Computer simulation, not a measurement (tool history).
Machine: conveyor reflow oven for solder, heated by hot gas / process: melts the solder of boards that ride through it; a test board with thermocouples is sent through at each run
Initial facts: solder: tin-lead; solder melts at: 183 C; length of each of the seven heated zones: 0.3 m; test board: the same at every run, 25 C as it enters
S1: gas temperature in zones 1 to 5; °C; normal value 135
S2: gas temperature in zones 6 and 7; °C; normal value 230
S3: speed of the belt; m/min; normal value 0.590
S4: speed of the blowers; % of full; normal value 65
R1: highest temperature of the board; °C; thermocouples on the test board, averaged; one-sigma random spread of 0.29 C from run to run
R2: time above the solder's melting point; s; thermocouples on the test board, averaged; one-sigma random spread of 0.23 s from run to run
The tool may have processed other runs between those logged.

run	hour	S1	S2	S3	S4	R1	R2
1	0.0	135	230	0.590	65	207.2	37.1
2	16.6	135	230	0.590	65	207.2	37.1
3	29.6	135	230	0.590	65	207.9	36.7
4	52.9	135	230	0.590	65	206.9	36.5
5	70.5	135	230	0.590	57	204.5	33.3
6	96.6	135	230	0.590	57	204.1	33.4
7	111.7	135	230	0.590	65	207.0	36.7
8	135.4	135	230	0.590	65	206.7	36.5
9	149.9	135	230	0.590	65	206.5	36.3
10	168.8	127	230	0.590	65	204.9	32.8
11	195.2	127	230	0.590	65	205.0	32.6
12	213.8	135	230	0.590	65	206.6	36.2
13	230.0	135	230	0.590	65	206.7	36.4
14	244.8	140	230	0.590	65	207.7	38.7
15	261.4	135	230	0.590	65	206.3	35.5
16	282.7	135	230	0.590	65	206.9	36.0
17	294.3	135	230	0.621	65	204.5	32.4
18	314.7	146	230	0.590	63	208.2	41.1
19	334.3	134	244	0.618	65	215.2	40.6
20	362.3	141	229	0.487	52	208.9	49.4
21	374.5	135	241	0.590	62	213.6	41.4
22	395.7	137	224	0.553	88	208.9	43.1
23	408.8	130	224	0.569	89	206.7	38.1
24	430.0	132	224	0.569	54	197.4	26.8
25	446.9	132	231	0.519	62	208.9	43.7
26	474.5	132	231	0.519	62	209.2	43.6
27	503.0	124	228	0.590	65	201.0	28.2
28	520.7	124	228	0.590	65	201.1	28.1
29	547.6	136	230	0.500	69	211.7	50.0
30	574.7	136	230	0.500	69	212.1	49.2
# hour 590.1: flux residue cleaned out of gas plates and filters
31	595.6	135	239	0.511	73	221.1	55.4

Branching from run 31: 4 alternative next runs. What would each branch give?
A	621.9	132	241	0.557	73	?	?
B	621.9	136	239	0.648	59	?	?
C	621.9	128	230	0.590	65	?	?
D	621.9	121	230	0.590	65	?	?

run	R1	R2
A	219.7	48.8
B	208.1	33.8
C	205.3	33.2
D	203.5	30.3
With the hidden condition removed and each run's random variation left untouched, the same runs would have given:
run	R1	R2
A	221.8	49.5
B	209.9	34.9
C	207.3	34.6
D	205.5	31.8
